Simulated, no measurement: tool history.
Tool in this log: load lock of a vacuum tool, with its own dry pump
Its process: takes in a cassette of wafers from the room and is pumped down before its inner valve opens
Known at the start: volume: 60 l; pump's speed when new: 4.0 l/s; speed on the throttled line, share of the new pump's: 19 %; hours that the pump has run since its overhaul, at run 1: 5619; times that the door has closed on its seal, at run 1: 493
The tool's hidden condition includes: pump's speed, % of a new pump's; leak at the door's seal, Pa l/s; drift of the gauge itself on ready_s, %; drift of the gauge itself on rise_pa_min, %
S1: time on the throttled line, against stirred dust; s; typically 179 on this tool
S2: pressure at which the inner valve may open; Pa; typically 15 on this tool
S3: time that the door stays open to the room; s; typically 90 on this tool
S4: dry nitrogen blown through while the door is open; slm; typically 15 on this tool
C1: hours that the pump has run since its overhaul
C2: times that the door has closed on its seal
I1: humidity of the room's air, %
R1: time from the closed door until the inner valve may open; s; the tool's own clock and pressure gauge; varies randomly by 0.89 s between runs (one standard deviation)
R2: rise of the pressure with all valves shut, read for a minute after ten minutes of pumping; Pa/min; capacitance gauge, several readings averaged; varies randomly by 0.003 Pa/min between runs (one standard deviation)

{"run": 1, "hour": 0.0, "S1": 179, "S2": 15, "S3": 90, "S4": 15, "C1": 5619, "C2": 493, "I1": 42.6, "R1": 275.8, "R2": 0.036}
{"run": 2, "hour": 161.0, "S1": 179, "S2": 15, "S3": 90, "S4": 15, "C1": 5780, "C2": 1247, "I1": 41.8, "R1": 279.8, "R2": 0.043}
{"run": 3, "hour": 312.2, "S1": 179, "S2": 15, "S3": 90, "S4": 15, "C1": 5931, "C2": 1956, "I1": 43.8, "R1": 279.4, "R2": 0.037}
{"run": 4, "hour": 472.7, "S1": 179, "S2": 15, "S3": 90, "S4": 15, "C1": 6092, "C2": 2708, "I1": 45.7, "R1": 279.5, "R2": 0.034}
{"run": 5, "hour": 627.1, "S1": 179, "S2": 15, "S3": 90, "S4": 15, "C1": 6246, "C2": 3432, "I1": 44.6, "R1": 278.9, "R2": 0.046}
{"run": 6, "hour": 800.3, "S1": 179, "S2": 15, "S3": 90, "S4": 15, "C1": 6419, "C2": 4243, "I1": 44.2, "R1": 278.6, "R2": 0.045}
{"run": 7, "hour": 968.2, "S1": 179, "S2": 15, "S3": 90, "S4": 15, "C1": 6587, "C2": 5030, "I1": 46.5, "R1": 281.1, "R2": 0.049}
{"run": 8, "hour": 1184.6, "S1": 179, "S2": 15, "S3": 90, "S4": 15, "C1": 6804, "C2": 6044, "I1": 42.6, "R1": 279.9, "R2": 0.043}
{"run": 9, "hour": 1374.8, "S1": 179, "S2": 15, "S3": 90, "S4": 44, "C1": 6994, "C2": 6935, "I1": 41, "R1": 278.2, "R2": 0.03}
{"run": 10, "hour": 1541.5, "S1": 179, "S2": 15, "S3": 90, "S4": 44, "C1": 7161, "C2": 7716, "I1": 43.3, "R1": 279.1, "R2": 0.033}
{"run": 11, "hour": 1694.6, "S1": 154, "S2": 15, "S3": 90, "S4": 44, "C1": 7314, "C2": 8433, "I1": 43.8, "R1": 259, "R2": 0.041}

Estimate the outcome of run 12 from the log above:
{"run": 12, "hour": 1803.3, "S1": 154, "S2": 15, "S3": 90, "S4": 44, "C1": 7422, "C2": 8943, "I1": 46.5, "R1": "?", "R2": "?"}

R1: 259.7 s
R2: 0.035 Pa/min
Minus the tool's unlogged condition, the same run would have read R1 257.3 s, R2 0.019 Pa/min.
